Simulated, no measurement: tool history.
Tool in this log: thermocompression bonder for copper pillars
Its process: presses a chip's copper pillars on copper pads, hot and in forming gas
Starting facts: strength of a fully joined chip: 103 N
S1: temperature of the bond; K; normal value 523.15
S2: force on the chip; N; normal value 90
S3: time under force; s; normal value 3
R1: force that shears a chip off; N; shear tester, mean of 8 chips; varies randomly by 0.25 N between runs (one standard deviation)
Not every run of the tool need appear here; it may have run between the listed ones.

run,hour,S1,S2,S3,R1
1,0,523.15,90,3,46.8
2,54.4,523.15,83,3,44.2
3,107.2,523.15,83,3,44
4,154,523.15,90,3,45.9
5,195,523.15,90,3,45.9
6,280.3,523.15,90,3,45.5
7,319.7,523.15,65,3,37.3
8,398.4,499.15,121,4,45.2

Run 9 comes next. What will it give?
9,445.5,502.15,131,4,?

{"run 9": {"R1": 48.2}}
The same run, on a tool lacking any hidden state, would have yielded R1 50.6 N.
